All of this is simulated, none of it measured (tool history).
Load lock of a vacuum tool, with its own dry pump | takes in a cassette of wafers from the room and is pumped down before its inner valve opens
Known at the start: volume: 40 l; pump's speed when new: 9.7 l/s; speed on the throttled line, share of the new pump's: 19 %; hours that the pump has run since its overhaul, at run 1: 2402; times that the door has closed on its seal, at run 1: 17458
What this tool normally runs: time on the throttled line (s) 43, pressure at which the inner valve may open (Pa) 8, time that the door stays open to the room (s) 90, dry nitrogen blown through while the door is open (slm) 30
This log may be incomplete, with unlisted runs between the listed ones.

run,day,time on the throttled line (s),pressure at which the inner valve may open (Pa),time that the door stays open to the room (s),dry nitrogen blown through while the door is open (slm),hours that the pump has run since its overhaul,times that the door has closed on its seal,"incoming humidity of the room's air, %",time from the closed door until the inner valve may open (s),rise of the pressure with all valves shut (Pa/min)
1,0.000,43,8,90,30,2402,17458,46.5,75.4,0.113
2,4.367,43,8,90,30,2507,17906,44.1,74.5,0.108
3,7.175,43,8,90,30,2574,18194,45.2,74.2,0.110
4,10.050,43,8,160,30,2643,18489,48.4,74.5,0.122
5,13.758,43,8,160,30,2733,18870,48.6,75.2,0.122
6,18.221,43,8,90,30,2840,19328,43.7,74.8,0.122
7,20.371,43,8,90,30,2891,19548,45.9,75.0,0.117
8,24.046,43,8,90,30,2979,19925,45.0,74.5,0.121
9,26.892,43,10,90,30,3048,20217,45.9,73.5,0.119
10,29.567,43,10,90,30,3112,20492,45.6,74.1,0.123
11,32.058,43,8,90,5,3172,20747,47.0,75.5,0.150
12,34.567,43,10,90,5,3232,21005,42.7,74.4,0.139
13,36.779,43,10,221,16,3285,21232,43.4,72.9,0.159
14,40.662,73,8,90,30,3378,21630,42.8,99.4,0.129
15,45.271,43,13,90,34,3489,22103,43.2,73.1,0.137
16,49.254,43,10,129,30,3584,22512,45.9,73.7,0.144
17,53.625,43,10,129,30,3689,22960,45.5,74.2,0.144
18,55.950,43,10,129,30,3745,23199,41.8,74.3,0.138
19,60.717,43,14,77,30,3860,23688,47.7,73.1,0.144
20,63.912,43,13,90,25,3936,24016,47.8,73.3,0.149
21,68.358,56,8,90,30,4043,24472,44.6,85.2,0.146
22,71.021,43,7,141,30,4107,24745,46.9,76.2,0.160
23,73.779,25,8,220,30,4173,25029,42.6,60.9,0.169

Each row is a separate what-if for the run after 23, all from the same tool condition, not one after another. Results?
A,77.158,47,8,220,30,4254,25375,44.8,?,?
B,77.158,27,10,90,6,4254,25375,44.8,?,?
C,77.158,60,15,30,30,4254,25375,45.0,?,?
D,77.158,60,8,57,12,4254,25375,45.0,?,?
E,77.158,72,8,187,5,4254,25375,46.2,?,?

run,time from the closed door until the inner valve may open (s),rise of the pressure with all valves shut (Pa/min)
A,79.7,0.169
B,62.0,0.171
C,86.1,0.145
D,89.7,0.155
E,99.0,0.189
What these runs would have given with no unlogged condition in the tool:
run,time from the closed door until the inner valve may open (s),rise of the pressure with all valves shut (Pa/min)
A,78.3,0.043
B,60.5,0.047
C,84.9,0.021
D,88.4,0.029
E,97.9,0.064
